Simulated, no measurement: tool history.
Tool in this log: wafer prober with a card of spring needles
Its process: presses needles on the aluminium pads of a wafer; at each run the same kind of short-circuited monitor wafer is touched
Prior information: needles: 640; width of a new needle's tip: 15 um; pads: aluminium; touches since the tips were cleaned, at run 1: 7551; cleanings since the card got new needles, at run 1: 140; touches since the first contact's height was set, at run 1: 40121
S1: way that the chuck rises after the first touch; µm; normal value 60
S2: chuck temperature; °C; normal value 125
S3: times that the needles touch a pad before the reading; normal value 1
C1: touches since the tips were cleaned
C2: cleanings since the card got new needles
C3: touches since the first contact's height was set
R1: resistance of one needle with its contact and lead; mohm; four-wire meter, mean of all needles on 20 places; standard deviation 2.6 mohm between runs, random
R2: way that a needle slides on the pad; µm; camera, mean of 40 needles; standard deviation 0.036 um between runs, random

{"run": 1, "hour": 0.0, "S1": 60, "S2": 125, "S3": 1, "C1": 7551, "C2": 140, "C3": 40121, "R1": 509, "R2": 13.36}
{"hour": 3.0, "done": "tips cleaned on abrasive film"}
{"hour": 17.9, "done": "tips cleaned on abrasive film"}
{"hour": 32.6, "done": "tips cleaned on abrasive film"}
{"run": 2, "hour": 38.2, "S1": 60, "S2": 125, "S3": 2, "C1": 3642, "C2": 143, "C3": 64765, "R1": 398, "R2": 13.31}
{"hour": 47.2, "done": "tips cleaned on abrasive film"}
{"hour": 62.0, "done": "tips cleaned on abrasive film"}
{"hour": 76.5, "done": "tips cleaned on abrasive film"}
{"hour": 91.1, "done": "tips cleaned on abrasive film"}
{"run": 3, "hour": 101.3, "S1": 60, "S2": 125, "S3": 2, "C1": 6637, "C2": 147, "C3": 105512, "R1": 426, "R2": 13.13}
{"hour": 104.4, "done": "tips cleaned on abrasive film"}
{"hour": 119.2, "done": "tips cleaned on abrasive film"}
{"hour": 131.6, "done": "tips cleaned on abrasive film"}
{"run": 4, "hour": 131.6, "S1": 60, "S2": 125, "S3": 2, "C1": 0, "C2": 150, "C3": 124971, "R1": 312, "R2": 13.09}
{"hour": 143.4, "done": "tips cleaned on abrasive film"}
{"hour": 158.3, "done": "tips cleaned on abrasive film"}
{"run": 5, "hour": 160.8, "S1": 60, "S2": 125, "S3": 2, "C1": 1648, "C2": 152, "C3": 143862, "R1": 363, "R2": 13.0}
{"hour": 172.7, "done": "tips cleaned on abrasive film"}
{"hour": 187.4, "done": "tips cleaned on abrasive film"}
{"hour": 201.9, "done": "tips cleaned on abrasive film"}
{"run": 6, "hour": 202.3, "S1": 60, "S2": 125, "S3": 2, "C1": 264, "C2": 155, "C3": 170635, "R1": 327, "R2": 12.98}
{"hour": 213.9, "done": "tips cleaned on abrasive film"}
{"hour": 225.8, "done": "tips cleaned on abrasive film"}
{"hour": 240.3, "done": "tips cleaned on abrasive film"}
{"run": 7, "hour": 249.7, "S1": 60, "S2": 125, "S3": 2, "C1": 6091, "C2": 158, "C3": 201245, "R1": 439, "R2": 12.86}
{"hour": 252.8, "done": "tips cleaned on abrasive film"}
{"hour": 267.5, "done": "tips cleaned on abrasive film"}
{"hour": 279.3, "done": "tips cleaned on abrasive film"}
{"hour": 291.2, "done": "tips cleaned on abrasive film"}
{"run": 8, "hour": 295.9, "S1": 60, "S2": 125, "S3": 2, "C1": 3037, "C2": 162, "C3": 231008, "R1": 397, "R2": 12.81}
{"hour": 304.6, "done": "tips cleaned on abrasive film"}
{"hour": 313.8, "done": "height of the first contact set anew"}
{"hour": 319.6, "done": "tips cleaned on abrasive film"}
{"run": 9, "hour": 322.4, "S1": 60, "S2": 125, "S3": 2, "C1": 1822, "C2": 164, "C3": 5543, "R1": 364, "R2": 13.44}
{"hour": 334.3, "done": "tips cleaned on abrasive film"}
{"hour": 346.2, "done": "tips cleaned on abrasive film"}
{"hour": 361.0, "done": "tips cleaned on abrasive film"}
{"run": 10, "hour": 364.4, "S1": 60, "S2": 55, "S3": 2, "C1": 2202, "C2": 167, "C3": 32652, "R1": 383, "R2": 13.45}
{"hour": 373.4, "done": "tips cleaned on abrasive film"}
{"hour": 387.9, "done": "tips cleaned on abrasive film"}
{"hour": 402.7, "done": "tips cleaned on abrasive film"}
{"run": 11, "hour": 408.9, "S1": 60, "S2": 55, "S3": 2, "C1": 4008, "C2": 170, "C3": 61353, "R1": 400, "R2": 13.35}
{"hour": 414.9, "done": "tips cleaned on abrasive film"}
{"hour": 429.6, "done": "tips cleaned on abrasive film"}
{"hour": 444.4, "done": "tips cleaned on abrasive film"}
{"hour": 458.8, "done": "tips cleaned on abrasive film"}
{"hour": 473.0, "done": "tips cleaned on abrasive film"}
{"run": 12, "hour": 473.0, "S1": 60, "S2": 55, "S3": 2, "C1": 0, "C2": 175, "C3": 102716, "R1": 307, "R2": 13.22}
{"hour": 487.4, "done": "tips cleaned on abrasive film"}
{"hour": 499.2, "done": "tips cleaned on abrasive film"}
{"hour": 514.1, "done": "tips cleaned on abrasive film"}
{"hour": 528.9, "done": "tips cleaned on abrasive film"}
{"run": 13, "hour": 535.6, "S1": 60, "S2": 92, "S3": 2, "C1": 4353, "C2": 179, "C3": 143149, "R1": 429, "R2": 13.03}
{"hour": 541.5, "done": "tips cleaned on abrasive film"}
{"hour": 556.1, "done": "tips cleaned on abrasive film"}
{"hour": 570.9, "done": "tips cleaned on abrasive film"}
{"hour": 585.5, "done": "tips cleaned on abrasive film"}
{"run": 14, "hour": 585.6, "S1": 60, "S2": 125, "S3": 1, "C1": 49, "C2": 183, "C3": 175350, "R1": 327, "R2": 12.93}
{"hour": 597.4, "done": "tips cleaned on abrasive film"}
{"hour": 612.2, "done": "tips cleaned on abrasive film"}
{"hour": 627.0, "done": "tips cleaned on abrasive film"}
{"hour": 641.6, "done": "tips cleaned on abrasive film"}
{"run": 15, "hour": 648.5, "S1": 60, "S2": 125, "S3": 1, "C1": 4451, "C2": 187, "C3": 215979, "R1": 521, "R2": 12.86}
{"hour": 654.5, "done": "tips cleaned on abrasive film"}
{"hour": 669.0, "done": "tips cleaned on abrasive film"}
{"hour": 683.8, "done": "tips cleaned on abrasive film"}
{"hour": 690.0, "done": "height of the first contact set anew"}
{"hour": 696.0, "done": "tips cleaned on abrasive film"}
{"run": 16, "hour": 698.7, "S1": 60, "S2": 125, "S3": 1, "C1": 1747, "C2": 191, "C3": 5579, "R1": 420, "R2": 13.51}
{"hour": 710.6, "done": "tips cleaned on abrasive film"}
{"hour": 722.5, "done": "tips cleaned on abrasive film"}
{"hour": 737.2, "done": "tips cleaned on abrasive film"}
{"run": 17, "hour": 748.1, "S1": 43, "S2": 125, "S3": 1, "C1": 7088, "C2": 194, "C3": 37487, "R1": 772, "R2": 9.52}
{"hour": 751.2, "done": "tips cleaned on abrasive film"}
{"hour": 766.0, "done": "tips cleaned on abrasive film"}
{"hour": 780.8, "done": "tips cleaned on abrasive film"}
{"hour": 792.7, "done": "tips cleaned on abrasive film"}
{"hour": 807.6, "done": "tips cleaned on abrasive film"}
{"run": 18, "hour": 808.4, "S1": 70, "S2": 125, "S3": 2, "C1": 517, "C2": 199, "C3": 76322, "R1": 333, "R2": 15.52}
{"hour": 819.6, "done": "tips cleaned on abrasive film"}
{"hour": 834.4, "done": "tips cleaned on abrasive film"}
{"hour": 849.2, "done": "tips cleaned on abrasive film"}
{"run": 19, "hour": 853.6, "S1": 49, "S2": 49, "S3": 1, "C1": 2850, "C2": 202, "C3": 105494, "R1": 606, "R2": 10.67}
{"hour": 862.5, "done": "tips cleaned on abrasive film"}
{"hour": 877.0, "done": "tips cleaned on abrasive film"}
{"hour": 888.9, "done": "tips cleaned on abrasive film"}
{"hour": 903.8, "done": "tips cleaned on abrasive film"}
{"run": 20, "hour": 906.5, "S1": 46, "S2": 75, "S3": 2, "C1": 1768, "C2": 206, "C3": 139642, "R1": 438, "R2": 9.93}
{"hour": 918.4, "done": "tips cleaned on abrasive film"}
{"hour": 933.2, "done": "tips cleaned on abrasive film"}
{"run": 21, "hour": 939.6, "S1": 60, "S2": 29, "S3": 1, "C1": 4175, "C2": 208, "C3": 161059, "R1": 532, "R2": 12.99}
{"hour": 945.6, "done": "tips cleaned on abrasive film"}
{"hour": 957.5, "done": "tips cleaned on abrasive film"}
{"hour": 971.7, "done": "tips cleaned on abrasive film"}
{"run": 22, "hour": 978.9, "S1": 64, "S2": 28, "S3": 2, "C1": 4723, "C2": 211, "C3": 186386, "R1": 427, "R2": 13.87}
{"hour": 984.9, "done": "tips cleaned on abrasive film"}
{"hour": 999.8, "done": "tips cleaned on abrasive film"}
{"hour": 1011.6, "done": "tips cleaned on abrasive film"}
{"hour": 1026.3, "done": "tips cleaned on abrasive film"}
{"hour": 1041.1, "done": "tips cleaned on abrasive film"}
{"run": 23, "hour": 1042.3, "S1": 64, "S2": 28, "S3": 2, "C1": 755, "C2": 216, "C3": 227250, "R1": 342, "R2": 13.67}
{"hour": 1053.9, "done": "tips cleaned on abrasive film"}
{"hour": 1065.8, "done": "height of the first contact set anew"}
{"hour": 1068.6, "done": "tips cleaned on abrasive film"}
{"hour": 1080.5, "done": "tips cleaned on abrasive film"}
{"hour": 1092.7, "done": "tips cleaned on abrasive film"}
{"run": 24, "hour": 1092.7, "S1": 58, "S2": 36, "S3": 2, "C1": 0, "C2": 220, "C3": 17281, "R1": 291, "R2": 12.96}
{"hour": 1107.2, "done": "tips cleaned on abrasive film"}
{"hour": 1122.0, "done": "tips cleaned on abrasive film"}
{"hour": 1136.9, "done": "tips cleaned on abrasive film"}
{"hour": 1151.5, "done": "tips cleaned on abrasive film"}
{"run": 25, "hour": 1157.4, "S1": 60, "S2": 62, "S3": 1, "C1": 3883, "C2": 224, "C3": 59124, "R1": 530, "R2": 13.21}
{"hour": 1163.4, "done": "tips cleaned on abrasive film"}
{"hour": 1175.3, "done": "tips cleaned on abrasive film"}
{"hour": 1190.0, "done": "tips cleaned on abrasive film"}
{"hour": 1204.7, "done": "tips cleaned on abrasive film"}
{"run": 26, "hour": 1206.7, "S1": 60, "S2": 62, "S3": 1, "C1": 1349, "C2": 228, "C3": 90899, "R1": 423, "R2": 13.22}
{"hour": 1218.6, "done": "tips cleaned on abrasive film"}
{"hour": 1233.5, "done": "tips cleaned on abrasive film"}
{"run": 27, "hour": 1244.0, "S1": 43, "S2": 70, "S3": 2, "C1": 6828, "C2": 230, "C3": 114958, "R1": 655, "R2": 9.3}

Pick out some run-to-run changes in R1. Of each, how much would a tool without hidden state show as well, from the settings, what came in and chance, and how much is left for the hidden state and any gauge scatter not in both results compared?
The tool's hidden condition here consists of: debris on the tips, nm; way that the needles fall short of the set height, um; tips' diameter, um; drift of the gauge itself on contact_mohm, %; drift of the gauge itself on scrub_um, %.
Run 16 -> 17: S1 60 -> 43, tips cleaned on abrasive film, tips cleaned on abrasive film, tips cleaned on abrasive film. R1 +352 mohm: hidden state +341, all else +11.
Run 17 -> 18: S1 43 -> 70, S3 1 -> 2, tips cleaned on abrasive film, tips cleaned on abrasive film, tips cleaned on abrasive film, tips cleaned on abrasive film, tips cleaned on abrasive film. R1 -439 mohm: hidden state -426, all else -13.
